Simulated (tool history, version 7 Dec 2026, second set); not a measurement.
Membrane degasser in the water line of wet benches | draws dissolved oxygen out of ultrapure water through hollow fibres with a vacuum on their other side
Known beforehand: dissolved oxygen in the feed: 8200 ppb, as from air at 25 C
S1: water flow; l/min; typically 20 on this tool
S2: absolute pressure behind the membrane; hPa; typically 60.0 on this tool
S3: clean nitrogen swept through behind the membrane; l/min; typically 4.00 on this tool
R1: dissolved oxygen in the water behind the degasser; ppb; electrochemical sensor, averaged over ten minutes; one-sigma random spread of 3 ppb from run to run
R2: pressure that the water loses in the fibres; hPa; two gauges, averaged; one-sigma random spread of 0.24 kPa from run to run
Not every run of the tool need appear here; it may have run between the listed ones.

run	hour	S1	S2	S3	R1	R2
1	0.0	20	60.0	4.00	381.7	664.4
2	144.3	20	66.4	4.00	392.9	664.7
3	347.3	20	66.4	4.00	401.3	671.2
4	597.0	20	66.4	4.00	405.3	668.5
5	725.2	20	66.4	4.00	412.4	672.9
6	861.6	20	60.0	5.60	386.5	672.2
7	998.2	20	60.0	4.19	392.7	673.9
8	1136.4	12	60.0	4.19	230.0	407.7
9	1321.0	20	60.0	4.00	402.7	674.4
10	1518.4	20	60.0	2.41	432.7	675.3
11	1668.9	20	60.0	4.00	409.8	680.4
12	1901.0	20	60.0	4.00	414.4	683.9
13	2007.1	20	60.0	4.00	406.5	680.5
14	2175.4	20	60.0	4.00	421.4	686.3
15	2278.6	20	60.0	4.00	408.3	681.3
16	2446.1	20	60.0	4.00	420.9	686.8
17	2606.8	20	60.0	4.00	418.5	686.0
18	2790.9	20	81.7	4.00	449.2	688.5
19	3028.1	20	81.7	4.00	449.6	686.9
20	3139.4	20	60.0	3.60	429.9	689.5
21	3368.3	23	55.9	2.76	504.5	796.2
# hour 3403.8: vacuum gauge calibrated
22	3471.7	23	75.6	3.41	514.3	799.1
23	3618.3	25	65.1	2.19	559.8	870.0
24	3750.3	25	64.5	8.44	500.9	871.1
25	3934.8	20	60.0	7.19	419.0	697.1
26	4064.1	20	63.9	1.96	472.0	702.9
27	4317.5	20	63.9	1.96	465.3	704.5
28	4485.5	12	42.8	4.58	242.5	422.4
29	4698.4	20	60.0	3.70	439.8	702.0
30	4941.8	31	60.0	7.07	643.4	1091.8
31	5077.9	31	60.0	7.07	640.4	1093.4
32	5241.5	20	91.3	5.94	468.6	705.9

Consider 3 possible next runs. They are alternatives, not a sequence: every one starts from the tool as it was left by run 32. What does each give?
# hour 5312.5: membrane cartridge changed
A	5400.5	31	91.3	4.23	?	?
# hour 5312.5: membrane cartridge changed
B	5400.5	20	42.9	4.00	?	?
# hour 5312.5: membrane cartridge changed
C	5400.5	20	60.0	4.35	?	?

run	R1	R2
A	506.6	952.5
B	279.1	611.4
C	295.9	616.6
Stripped of hidden state, with their random variation kept, the same runs would have yielded:
run	R1	R2
A	502.7	951.7
B	276.5	610.8
C	293.2	616.0

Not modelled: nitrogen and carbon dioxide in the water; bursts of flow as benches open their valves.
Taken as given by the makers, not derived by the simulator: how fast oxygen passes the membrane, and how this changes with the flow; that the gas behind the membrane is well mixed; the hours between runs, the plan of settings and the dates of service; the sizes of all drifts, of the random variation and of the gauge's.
